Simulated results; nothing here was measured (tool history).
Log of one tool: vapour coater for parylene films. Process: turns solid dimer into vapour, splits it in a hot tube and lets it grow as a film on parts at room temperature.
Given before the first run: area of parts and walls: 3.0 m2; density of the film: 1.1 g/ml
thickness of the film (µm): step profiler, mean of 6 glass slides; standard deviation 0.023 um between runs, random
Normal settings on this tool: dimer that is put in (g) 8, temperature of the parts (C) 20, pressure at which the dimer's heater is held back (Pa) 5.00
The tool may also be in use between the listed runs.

| run | hour | dimer that is put in (g) | temperature of the parts (C) | pressure at which the dimer's heater is held back (Pa) | thickness of the film (µm) |
|---|---|---|---|---|---|
| 1 | 0.0 | 8 | 20 | 5.00 | 1.80 |
| 2 | 17.4 | 8 | 20 | 5.00 | 1.79 |
| 3 | 27.5 | 8 | 20 | 4.65 | 1.81 |
| 4 | 42.3 | 8 | 20 | 4.65 | 1.79 |
| 5 | 54.3 | 8 | 20 | 4.65 | 1.81 |
| 6 | 64.7 | 8 | 20 | 4.65 | 1.78 |
| 7 | 73.8 | 3 | 13 | 2.93 | 0.80 |
| 8 | 90.1 | 6 | 13 | 5.54 | 1.50 |
| 9 | 102.0 | 12 | 22 | 6.79 | 2.35 |
| 10 | 121.5 | 8 | 20 | 8.52 | 1.53 |
| 11 | 136.9 | 8 | 14 | 9.51 | 1.74 |

Predict each of these 5 candidate next runs independently; none follows another, all start after run 11:
| A | 152.7 | 5 | 24 | 5.00 | ? |
| B | 152.7 | 4 | 31 | 2.71 | ? |
| C | 152.7 | 5 | 14 | 7.67 | ? |
| D | 152.7 | 12 | 30 | 11.80 | ? |
| E | 152.7 | 8 | 20 | 6.02 | ? |

| run | thickness of the film (µm) |
|---|---|
| A | 1.03 |
| B | 0.79 |
| C | 1.11 |
| D | 1.71 |
| E | 1.63 |
Without the tool's hidden state the same runs would have given:
| run | thickness of the film (µm) |
|---|---|
| A | 1.14 |
| B | 0.87 |
| C | 1.24 |
| D | 1.91 |
| E | 1.81 |
